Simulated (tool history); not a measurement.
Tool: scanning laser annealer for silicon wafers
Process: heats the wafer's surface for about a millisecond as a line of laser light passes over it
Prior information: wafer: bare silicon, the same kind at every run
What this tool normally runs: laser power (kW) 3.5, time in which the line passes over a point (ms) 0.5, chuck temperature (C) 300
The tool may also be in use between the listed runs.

| run | hour | laser power (kW) | time in which the line passes over a point (ms) | chuck temperature (C) | highest temperature of the surface (C) |
|---|---|---|---|---|---|
| 1 | 0 | 3.5 | 0.5 | 300 | 1052 |
| 2 | 43.1 | 3.5 | 0.5 | 300 | 1054 |
| 3 | 69.9 | 3.5 | 0.5 | 300 | 1049 |
| 4 | 106.9 | 3.5 | 0.5 | 300 | 1047 |
| 5 | 132.8 | 3.5 | 0.5 | 300 | 1049 |
| 6 | 158.3 | 3.5 | 0.5 | 303 | 1051 |
| 7 | 189.5 | 3.5 | 0.5 | 303 | 1053 |
| 8 | 216.2 | 3.5 | 0.5 | 303 | 1048 |
| 9 | 246 | 3.5 | 0.5 | 303 | 1046 |
| 10 | 274.6 | 3.5 | 0.5 | 300 | 1047 |
| 11 | 295.7 | 3.5 | 0.5 | 300 | 1044 |
| 12 | 338.7 | 3.5 | 0.5 | 261 | 1000 |
| 13 | 369.9 | 3.5 | 0.5 | 261 | 1000 |
| 14 | 388.7 | 3.5 | 0.5 | 261 | 1002 |
| 15 | 408.4 | 3.5 | 0.5 | 261 | 999 |
| 16 | 435.9 | 3.5 | 0.5 | 261 | 1001 |
| 17 | 459.3 | 3.5 | 0.5 | 261 | 998 |
| 18 | 478.1 | 3.5 | 0.5 | 317 | 1056 |
| 19 | 497.5 | 3.5 | 0.5 | 317 | 1054 |
| 20 | 536.9 | 3.5 | 0.5 | 317 | 1053 |
| 21 | 563.3 | 3.585 | 0.502 | 296 | 1058 |
| 22 | 586.2 | 2.984 | 0.447 | 334 | 902 |
| 23 | 625.9 | 2.984 | 0.447 | 334 | 900 |
| 24 | 647.1 | 2.984 | 0.569 | 334 | 974 |
| 25 | 681.5 | 3.528 | 0.494 | 301 | 1034 |
| 26 | 701.2 | 3.32 | 0.561 | 301 | 1028 |
| 27 | 734 | 3.844 | 0.384 | 323 | 1039 |

What does the tool deliver on the next run?
| 28 | 761.1 | 3.031 | 0.384 | 323 | ? |

Logged for run 28: highest temperature of the surface (C) 854.
Minus the tool's unlogged condition, the same run would have read highest temperature of the surface (C) 885.
